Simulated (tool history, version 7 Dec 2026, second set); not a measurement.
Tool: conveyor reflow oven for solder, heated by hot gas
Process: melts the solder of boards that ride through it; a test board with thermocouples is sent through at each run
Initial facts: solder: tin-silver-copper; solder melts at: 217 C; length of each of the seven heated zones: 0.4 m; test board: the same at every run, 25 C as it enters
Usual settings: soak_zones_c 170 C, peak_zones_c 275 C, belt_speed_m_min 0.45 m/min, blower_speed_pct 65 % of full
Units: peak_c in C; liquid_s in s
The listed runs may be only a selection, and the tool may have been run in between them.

{"run": 1, "hour": 0.0, "soak_zones_c": 170, "peak_zones_c": 275, "belt_speed_m_min": 0.45, "blower_speed_pct": 65, "peak_c": 255.2, "liquid_s": 79.5}
{"hour": 46.2, "done": "flux residue cleaned out of gas plates and filters"}
{"run": 2, "hour": 46.2, "soak_zones_c": 170, "peak_zones_c": 275, "belt_speed_m_min": 0.45, "blower_speed_pct": 65, "peak_c": 255, "liquid_s": 79.6}
{"run": 3, "hour": 90.0, "soak_zones_c": 170, "peak_zones_c": 275, "belt_speed_m_min": 0.45, "blower_speed_pct": 65, "peak_c": 255.4, "liquid_s": 79.7}
{"run": 4, "hour": 132.6, "soak_zones_c": 170, "peak_zones_c": 275, "belt_speed_m_min": 0.45, "blower_speed_pct": 65, "peak_c": 255.6, "liquid_s": 80.1}
{"run": 5, "hour": 171.0, "soak_zones_c": 170, "peak_zones_c": 275, "belt_speed_m_min": 0.45, "blower_speed_pct": 65, "peak_c": 255.4, "liquid_s": 79.8}
{"run": 6, "hour": 201.7, "soak_zones_c": 170, "peak_zones_c": 275, "belt_speed_m_min": 0.45, "blower_speed_pct": 65, "peak_c": 254.9, "liquid_s": 79.9}
{"run": 7, "hour": 260.2, "soak_zones_c": 170, "peak_zones_c": 275, "belt_speed_m_min": 0.45, "blower_speed_pct": 65, "peak_c": 255.1, "liquid_s": 79.2}
{"hour": 273.6, "done": "thermocouples of zones 6 and 7 changed"}
{"run": 8, "hour": 302.7, "soak_zones_c": 170, "peak_zones_c": 275, "belt_speed_m_min": 0.45, "blower_speed_pct": 65, "peak_c": 254.8, "liquid_s": 80.1}
{"run": 9, "hour": 344.1, "soak_zones_c": 170, "peak_zones_c": 275, "belt_speed_m_min": 0.45, "blower_speed_pct": 65, "peak_c": 254.8, "liquid_s": 79}
{"run": 10, "hour": 409.4, "soak_zones_c": 170, "peak_zones_c": 275, "belt_speed_m_min": 0.45, "blower_speed_pct": 65, "peak_c": 254.8, "liquid_s": 79.3}
{"run": 11, "hour": 457.5, "soak_zones_c": 170, "peak_zones_c": 275, "belt_speed_m_min": 0.45, "blower_speed_pct": 65, "peak_c": 255.2, "liquid_s": 79.5}
{"hour": 482.4, "done": "belt drive overhauled, speed set with a stopwatch"}
{"hour": 526.7, "done": "flux residue cleaned out of gas plates and filters"}
{"run": 12, "hour": 529.8, "soak_zones_c": 170, "peak_zones_c": 275, "belt_speed_m_min": 0.45, "blower_speed_pct": 65, "peak_c": 255.3, "liquid_s": 79.2}
{"run": 13, "hour": 561.1, "soak_zones_c": 170, "peak_zones_c": 275, "belt_speed_m_min": 0.45, "blower_speed_pct": 65, "peak_c": 255.2, "liquid_s": 79.5}
{"run": 14, "hour": 626.6, "soak_zones_c": 168, "peak_zones_c": 275, "belt_speed_m_min": 0.45, "blower_speed_pct": 65, "peak_c": 254.6, "liquid_s": 78.2}
{"run": 15, "hour": 663.1, "soak_zones_c": 168, "peak_zones_c": 275, "belt_speed_m_min": 0.45, "blower_speed_pct": 83, "peak_c": 258.4, "liquid_s": 82.9}
{"run": 16, "hour": 712.6, "soak_zones_c": 170, "peak_zones_c": 282, "belt_speed_m_min": 0.385, "blower_speed_pct": 90, "peak_c": 270.8, "liquid_s": 109.6}
{"run": 17, "hour": 767.8, "soak_zones_c": 170, "peak_zones_c": 287, "belt_speed_m_min": 0.45, "blower_speed_pct": 52, "peak_c": 261.7, "liquid_s": 84.5}
{"run": 18, "hour": 833.1, "soak_zones_c": 178, "peak_zones_c": 275, "belt_speed_m_min": 0.428, "blower_speed_pct": 65, "peak_c": 258.5, "liquid_s": 90.9}
{"run": 19, "hour": 894.5, "soak_zones_c": 178, "peak_zones_c": 275, "belt_speed_m_min": 0.428, "blower_speed_pct": 65, "peak_c": 258.2, "liquid_s": 91.4}
{"run": 20, "hour": 954.2, "soak_zones_c": 155, "peak_zones_c": 265, "belt_speed_m_min": 0.364, "blower_speed_pct": 65, "peak_c": 250.9, "liquid_s": 88.9}
{"hour": 998.8, "done": "flux residue cleaned out of gas plates and filters"}
{"run": 21, "hour": 1024.1, "soak_zones_c": 155, "peak_zones_c": 265, "belt_speed_m_min": 0.364, "blower_speed_pct": 65, "peak_c": 250.9, "liquid_s": 89.7}
{"run": 22, "hour": 1089.8, "soak_zones_c": 155, "peak_zones_c": 265, "belt_speed_m_min": 0.364, "blower_speed_pct": 65, "peak_c": 251.2, "liquid_s": 89.1}
{"run": 23, "hour": 1122.2, "soak_zones_c": 170, "peak_zones_c": 268, "belt_speed_m_min": 0.457, "blower_speed_pct": 58, "peak_c": 246.8, "liquid_s": 68.8}
{"run": 24, "hour": 1181.5, "soak_zones_c": 174, "peak_zones_c": 280, "belt_speed_m_min": 0.513, "blower_speed_pct": 67, "peak_c": 255.1, "liquid_s": 70.2}
{"run": 25, "hour": 1231.8, "soak_zones_c": 174, "peak_zones_c": 280, "belt_speed_m_min": 0.513, "blower_speed_pct": 67, "peak_c": 255.7, "liquid_s": 70.6}
{"run": 26, "hour": 1279.8, "soak_zones_c": 174, "peak_zones_c": 280, "belt_speed_m_min": 0.513, "blower_speed_pct": 67, "peak_c": 255.7, "liquid_s": 70.5}
{"run": 27, "hour": 1324.8, "soak_zones_c": 170, "peak_zones_c": 275, "belt_speed_m_min": 0.449, "blower_speed_pct": 68, "peak_c": 256.2, "liquid_s": 80.6}
{"run": 28, "hour": 1352.6, "soak_zones_c": 170, "peak_zones_c": 266, "belt_speed_m_min": 0.486, "blower_speed_pct": 83, "peak_c": 248.3, "liquid_s": 68.1}
{"run": 29, "hour": 1416.3, "soak_zones_c": 184, "peak_zones_c": 275, "belt_speed_m_min": 0.376, "blower_speed_pct": 65, "peak_c": 263.7, "liquid_s": 113.5}
{"run": 30, "hour": 1447.2, "soak_zones_c": 172, "peak_zones_c": 275, "belt_speed_m_min": 0.376, "blower_speed_pct": 78, "peak_c": 263.8, "liquid_s": 107.4}

Here are 3 independent what-if runs from the current tool condition. What would each one return?
{"hour": 1472.0, "done": "flux residue cleaned out of gas plates and filters"}
{"run": "A", "hour": 1491.6, "soak_zones_c": 170, "peak_zones_c": 275, "belt_speed_m_min": 0.498, "blower_speed_pct": 65, "peak_c": "?", "liquid_s": "?"}
{"hour": 1472.0, "done": "flux residue cleaned out of gas plates and filters"}
{"run": "B", "hour": 1491.6, "soak_zones_c": 172, "peak_zones_c": 285, "belt_speed_m_min": 0.408, "blower_speed_pct": 71, "peak_c": "?", "liquid_s": "?"}
{"hour": 1472.0, "done": "flux residue cleaned out of gas plates and filters"}
{"run": "C", "hour": 1491.6, "soak_zones_c": 179, "peak_zones_c": 275, "belt_speed_m_min": 0.45, "blower_speed_pct": 56, "peak_c": "?", "liquid_s": "?"}

run=A peak_c=250.9 liquid_s=67
run=B peak_c=269.2 liquid_s=101.9
run=C peak_c=254.6 liquid_s=83
Without the tool's unlogged condition, the same runs would have read:
run=A peak_c=250.8 liquid_s=66.8
run=B peak_c=269.1 liquid_s=101.7
run=C peak_c=254.5 liquid_s=82.9
